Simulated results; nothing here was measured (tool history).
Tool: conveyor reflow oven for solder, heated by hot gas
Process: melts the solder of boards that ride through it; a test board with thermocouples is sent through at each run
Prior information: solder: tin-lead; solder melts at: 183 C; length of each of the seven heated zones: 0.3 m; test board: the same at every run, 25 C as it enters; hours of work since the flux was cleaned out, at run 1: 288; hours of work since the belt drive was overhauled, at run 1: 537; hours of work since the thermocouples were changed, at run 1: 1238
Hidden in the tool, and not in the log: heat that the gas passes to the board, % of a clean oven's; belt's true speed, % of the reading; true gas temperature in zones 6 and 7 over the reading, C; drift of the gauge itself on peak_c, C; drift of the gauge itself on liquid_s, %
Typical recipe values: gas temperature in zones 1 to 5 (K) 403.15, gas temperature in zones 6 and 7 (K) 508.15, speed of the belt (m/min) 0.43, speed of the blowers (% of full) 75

| run | day | gas temperature in zones 1 to 5 (K) | gas temperature in zones 6 and 7 (K) | speed of the belt (m/min) | speed of the blowers (% of full) | hours of work since the flux was cleaned out | hours of work since the belt drive was overhauled | hours of work since the thermocouples were changed | highest temperature of the board (K) | time above the solder's melting point (s) |
|---|---|---|---|---|---|---|---|---|---|---|
| 1 | 0 | 403.15 | 508.15 | 0.43 | 75 | 288 | 537 | 1238 | 486.35 | 57.3 |
| 2 | 1.775 | 416.15 | 508.15 | 0.43 | 75 | 321 | 570 | 1271 | 489.85 | 64.3 |
| 3 | 3.742 | 416.15 | 508.15 | 0.43 | 75 | 358 | 607 | 1308 | 488.55 | 63.8 |
| 4 | 5.033 | 403.15 | 508.15 | 0.43 | 75 | 382 | 631 | 1332 | 486.05 | 56.3 |
| 5 | 6.171 | 403.15 | 508.15 | 0.43 | 75 | 403 | 652 | 1353 | 485.55 | 55.8 |
|  | 8.183 | flux residue cleaned out of gas plates and filters |
| 6 | 8.429 | 403.15 | 508.15 | 0.43 | 71 | 5 | 691 | 1392 | 489.25 | 60.1 |
|  | 9.492 | thermocouples of zones 6 and 7 changed |
| 7 | 9.738 | 403.15 | 508.15 | 0.43 | 63 | 28 | 714 | 5 | 488.45 | 58.9 |
| 8 | 11.212 | 403.15 | 508.15 | 0.43 | 63 | 55 | 741 | 32 | 488.15 | 59 |
| 9 | 12.267 | 403.15 | 508.15 | 0.43 | 63 | 75 | 761 | 52 | 488.55 | 59.1 |
| 10 | 13.9 | 403.15 | 508.15 | 0.43 | 63 | 105 | 791 | 83 | 488.35 | 58.5 |
| 11 | 14.912 | 408.15 | 508.15 | 0.43 | 75 | 124 | 810 | 101 | 492.65 | 65.1 |
| 12 | 16.842 | 408.15 | 508.15 | 0.43 | 75 | 161 | 847 | 138 | 492.25 | 64.9 |
| 13 | 18.646 | 407.15 | 508.15 | 0.43 | 75 | 194 | 880 | 171 | 491.65 | 64.2 |
| 14 | 19.696 | 407.15 | 508.15 | 0.43 | 75 | 214 | 900 | 191 | 491.55 | 63.5 |
| 15 | 21.546 | 407.15 | 508.15 | 0.398 | 75 | 249 | 935 | 226 | 493.35 | 71.5 |
| 16 | 23.846 | 406.15 | 504.15 | 0.381 | 75 | 292 | 978 | 269 | 490.55 | 71.8 |
| 17 | 25.258 | 406.15 | 504.15 | 0.5 | 71 | 318 | 1004 | 295 | 479.75 | 43.7 |
| 18 | 26.758 | 406.15 | 504.15 | 0.5 | 71 | 346 | 1032 | 323 | 479.55 | 43.6 |
|  | 28.008 | belt drive overhauled, speed set with a stopwatch |
| 19 | 28.362 | 403.15 | 508.15 | 0.515 | 75 | 373 | 7 | 350 | 480.25 | 40.6 |
| 20 | 30.488 | 403.15 | 508.15 | 0.515 | 75 | 413 | 46 | 390 | 479.95 | 39.1 |
| 21 | 31.546 | 399.15 | 508.15 | 0.43 | 75 | 433 | 66 | 410 | 486.15 | 54.7 |
|  | 31.875 | flux residue cleaned out of gas plates and filters |
| 22 | 32.838 | 414.15 | 518.15 | 0.516 | 75 | 18 | 87 | 430 | 495.65 | 56.3 |
| 23 | 34.25 | 414.15 | 518.15 | 0.516 | 75 | 44 | 113 | 457 | 495.65 | 56.5 |
| 24 | 35.262 | 414.15 | 518.15 | 0.516 | 75 | 63 | 132 | 476 | 495.85 | 56.1 |
| 25 | 36.508 | 390.15 | 503.15 | 0.392 | 66 | 87 | 155 | 499 | 484.85 | 56 |
| 26 | 38.758 | 403.15 | 508.15 | 0.43 | 75 | 129 | 197 | 541 | 490.15 | 60 |
| 27 | 39.846 | 412.15 | 508.15 | 0.43 | 55 | 149 | 218 | 561 | 484.75 | 56.7 |
| 28 | 41.579 | 397.15 | 496.15 | 0.404 | 66 | 182 | 250 | 594 | 477.35 | 47.5 |
| 29 | 42.879 | 394.15 | 501.15 | 0.404 | 66 | 206 | 275 | 618 | 480.95 | 51 |
| 30 | 45.021 | 389.15 | 501.15 | 0.507 | 66 | 246 | 315 | 658 | 469.75 | 25 |

Below are 5 alternative next runs, each starting from the tool's condition after run 30. Predict each:
| A | 47.012 | 389.15 | 501.15 | 0.502 | 66 | 283 | 352 | 696 | ? | ? |
| B | 47.012 | 389.15 | 514.15 | 0.507 | 66 | 283 | 352 | 696 | ? | ? |
| C | 47.012 | 403.15 | 502.15 | 0.467 | 75 | 283 | 352 | 696 | ? | ? |
| D | 47.012 | 403.15 | 508.15 | 0.43 | 64 | 283 | 352 | 696 | ? | ? |
| E | 47.012 | 403.15 | 508.15 | 0.43 | 64 | 283 | 352 | 696 | ? | ? |

| run | highest temperature of the board (K) | time above the solder's melting point (s) |
|---|---|---|
| A | 469.75 | 25.4 |
| B | 479.65 | 36.5 |
| C | 480.15 | 45.6 |
| D | 485.25 | 54.3 |
| E | 484.55 | 55.4 |
Take away the tool's hidden state, keep each run's random variation, and the runs would have read:
| run | highest temperature of the board (K) | time above the solder's melting point (s) |
|---|---|---|
| A | 474.85 | 32.1 |
| B | 484.95 | 41.6 |
| C | 484.85 | 50.6 |
| D | 489.65 | 58.6 |
| E | 488.95 | 59.8 |
